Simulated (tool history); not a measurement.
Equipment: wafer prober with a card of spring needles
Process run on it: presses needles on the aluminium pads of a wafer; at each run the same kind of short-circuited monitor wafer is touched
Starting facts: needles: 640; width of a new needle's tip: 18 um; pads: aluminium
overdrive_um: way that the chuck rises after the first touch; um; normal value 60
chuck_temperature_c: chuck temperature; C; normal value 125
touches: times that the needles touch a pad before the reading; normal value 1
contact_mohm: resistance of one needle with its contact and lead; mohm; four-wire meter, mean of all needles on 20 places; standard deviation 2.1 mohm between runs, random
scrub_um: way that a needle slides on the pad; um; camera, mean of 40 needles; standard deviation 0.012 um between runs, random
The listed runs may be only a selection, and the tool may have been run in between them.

Run 1, hour 0.0: usual settings. Result: contact_mohm 274 mohm, scrub_um 7.51 um.
Run 2, hour 8.0: usual settings. Result: contact_mohm 355 mohm, scrub_um 7.51 um.
At hour 15.5: tips cleaned on abrasive film.
Run 3, hour 17.4: usual settings. Result: contact_mohm 439 mohm, scrub_um 7.52 um.
Run 4, hour 27.9: usual settings. Result: contact_mohm 383 mohm, scrub_um 7.48 um.
At hour 33.3: tips cleaned on abrasive film.
Run 5, hour 34.1: usual settings. Result: contact_mohm 257 mohm, scrub_um 7.45 um.
At hour 37.0: tips cleaned on abrasive film, once more.
Run 6, hour 44.0: usual settings. Result: contact_mohm 336 mohm, scrub_um 7.47 um.
Run 7, hour 49.6: usual settings. Result: contact_mohm 364 mohm, scrub_um 7.48 um.
At hour 54.9: tips cleaned on abrasive film.
Run 8, hour 57.0: usual settings. Result: contact_mohm 288 mohm, scrub_um 7.45 um.
Run 9, hour 62.4: usual settings. Result: contact_mohm 346 mohm, scrub_um 7.45 um.
Run 10, hour 69.5: usual settings but chuck_temperature_c 82 C. Result: contact_mohm 371 mohm, scrub_um 7.48 um.
At hour 73.2: tips cleaned on abrasive film.
Run 11, hour 74.7: usual settings but chuck_temperature_c 82 C, touches 2. Result: contact_mohm 246 mohm, scrub_um 7.45 um.
Run 12, hour 85.0: usual settings but chuck_temperature_c 82 C, touches 2. Result: contact_mohm 302 mohm, scrub_um 7.46 um.
At hour 91.0: tips cleaned on abrasive film.
Run 13, hour 95.2: usual settings but chuck_temperature_c 82 C, touches 2. Result: contact_mohm 271 mohm, scrub_um 7.46 um.
Run 14, hour 100.3: usual settings but chuck_temperature_c 82 C, touches 2. Result: contact_mohm 296 mohm, scrub_um 7.49 um.
Run 15, hour 106.8: usual settings but chuck_temperature_c 82 C, touches 2. Result: contact_mohm 310 mohm, scrub_um 7.46 um.
At hour 108.5: tips cleaned on abrasive film.
Run 16, hour 117.8: usual settings but chuck_temperature_c 82 C, touches 2. Result: contact_mohm 300 mohm, scrub_um 7.45 um.
Run 17, hour 125.7: usual settings but overdrive_um 68 um. Result: contact_mohm 344 mohm, scrub_um 8.46 um.
At hour 126.5: tips cleaned on abrasive film.
Run 18, hour 131.0: usual settings but touches 3. Result: contact_mohm 255 mohm, scrub_um 7.42 um.
Run 19, hour 139.4: usual settings but overdrive_um 57 um, chuck_temperature_c 108 C, touches 2. Result: contact_mohm 319 mohm, scrub_um 7.05 um.
At hour 144.3: tips cleaned on abrasive film.
Run 20, hour 149.8: usual settings but overdrive_um 68 um, chuck_temperature_c 48 C. Result: contact_mohm 301 mohm, scrub_um 8.42 um.
Run 21, hour 157.9: usual settings but overdrive_um 68 um, chuck_temperature_c 48 C. Result: contact_mohm 338 mohm, scrub_um 8.44 um.
At hour 161.8: tips cleaned on abrasive film.
Run 22, hour 165.0: usual settings but overdrive_um 70 um. Result: contact_mohm 275 mohm, scrub_um 8.67 um.
Run 23, hour 177.5: usual settings but overdrive_um 70 um. Result: contact_mohm 338 mohm, scrub_um 8.70 um.
At hour 180.1: tips cleaned on abrasive film.
Run 24, hour 185.5: usual settings but overdrive_um 55 um, chuck_temperature_c 46 C. Result: contact_mohm 340 mohm, scrub_um 6.78 um.
At hour 197.6: tips cleaned on abrasive film.
Run 25, hour 197.6: usual settings but overdrive_um 68 um, chuck_temperature_c 93 C, touches 2. Result: contact_mohm 226 mohm, scrub_um 8.42 um.
Run 26, hour 206.0: usual settings but overdrive_um 44 um, chuck_temperature_c 93 C, touches 3. Result: contact_mohm 308 mohm, scrub_um 5.39 um.
Run 27, hour 211.1: usual settings but overdrive_um 51 um, chuck_temperature_c 36 C, touches 2. Result: contact_mohm 342 mohm, scrub_um 6.27 um.
At hour 215.2: tips cleaned on abrasive film.
Run 28, hour 223.0: usual settings but overdrive_um 44 um, chuck_temperature_c 53 C. Result: contact_mohm 452 mohm, scrub_um 5.38 um.
Run 29, hour 228.0: usual settings but overdrive_um 44 um, chuck_temperature_c 53 C. Result: contact_mohm 506 mohm, scrub_um 5.38 um.
At hour 233.0: tips cleaned on abrasive film.
Run 30, hour 234.4: usual settings but overdrive_um 78 um, chuck_temperature_c 53 C, touches 3. Result: contact_mohm 215 mohm, scrub_um 9.66 um.
Run 31, hour 242.0: usual settings but overdrive_um 78 um, chuck_temperature_c 53 C, touches 3. Result: contact_mohm 237 mohm, scrub_um 9.66 um.
At hour 250.5: tips cleaned on abrasive film.
Run 32, hour 250.5: usual settings but overdrive_um 54 um, chuck_temperature_c 67 C, touches 2. Result: contact_mohm 229 mohm, scrub_um 6.63 um.
At hour 261.3: height of the first contact set anew.
Run 33, hour 262.2: usual settings but chuck_temperature_c 28 C. Result: contact_mohm 357 mohm, scrub_um 7.56 um.
At hour 268.4: tips cleaned on abrasive film.
Run 34, hour 272.0: usual settings but chuck_temperature_c 94 C, touches 3. Result: contact_mohm 250 mohm, scrub_um 7.56 um.
Run 35, hour 279.9: usual settings but overdrive_um 43 um, chuck_temperature_c 63 C, touches 2. Result: contact_mohm 382 mohm, scrub_um 5.39 um.

Branching from run 35: 3 alternative next runs. What would each branch give?
At hour 286.2: tips cleaned on abrasive film.
Run A, hour 288.2: usual settings but overdrive_um 43 um, chuck_temperature_c 63 C, touches 2. Result: contact_mohm ?, scrub_um ?.
At hour 286.2: tips cleaned on abrasive film.
Run B, hour 288.2: usual settings but overdrive_um 41 um, chuck_temperature_c 28 C. Result: contact_mohm ?, scrub_um ?.
At hour 286.2: tips cleaned on abrasive film.
Run C, hour 288.2: usual settings but overdrive_um 43 um, chuck_temperature_c 34 C. Result: contact_mohm ?, scrub_um ?.

run  contact_mohm  scrub_um
  A           287      5.40
  B           341      5.14
  C           330      5.40
Stripped of hidden state, with their random variation kept, the same runs would have yielded:
run  contact_mohm  scrub_um
  A           217      5.41
  B           209      5.16
  C           210      5.41
